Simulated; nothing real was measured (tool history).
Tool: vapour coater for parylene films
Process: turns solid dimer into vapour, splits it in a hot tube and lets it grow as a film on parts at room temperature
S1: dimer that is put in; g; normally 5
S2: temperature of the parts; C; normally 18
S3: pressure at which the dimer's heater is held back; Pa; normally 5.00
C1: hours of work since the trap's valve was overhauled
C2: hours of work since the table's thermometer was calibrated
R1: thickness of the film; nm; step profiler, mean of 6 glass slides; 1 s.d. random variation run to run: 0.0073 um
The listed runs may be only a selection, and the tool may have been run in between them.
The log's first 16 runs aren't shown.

run,hour,S1,S2,S3,C1,C2,R1
17,611.5,5,18,5.00,183,976,1167
18,657.7,5,14,5.23,204,997,1373
19,704.7,5,12,4.47,225,1018,1488
20,746.7,5,26,5.67,244,1036,821
21,773.0,4,26,2.03,256,1048,709
22,805.3,3,18,5.00,270,1063,708
23,852.1,5,18,5.72,291,1084,1156
24,879.1,5,18,5.72,303,1096,1149
25,914.2,5,18,5.72,319,1111,1151
26,957.0,3,18,5.00,338,1130,700
27,996.0,8,25,7.96,355,1148,1340
28,1041.1,8,18,4.67,376,1168,1861
29,1063.5,2,30,2.87,386,1178,285
30,1090.7,6,13,10.48,398,1190,1646
31,1114.7,5,25,2.20,408,1201,909
32,1151.4,8,12,8.96,425,1217,2313
33,1200.8,4,18,3.53,447,1239,945

What if the next run were any one of these 5? Each begins from the tool's condition after run 33:
A,1232.3,5,17,2.72,461,1254,?
B,1232.3,4,18,3.53,461,1254,?
C,1232.3,8,18,10.12,461,1254,?
D,1232.3,2,18,6.50,461,1254,?
E,1232.3,2,22,2.35,461,1254,?

run,R1
A,1271
B,940
C,1762
D,459
E,413
Without the tool's unlogged condition, the same runs would have read:
run,R1
A,1273
B,942
C,1766
D,459
E,414
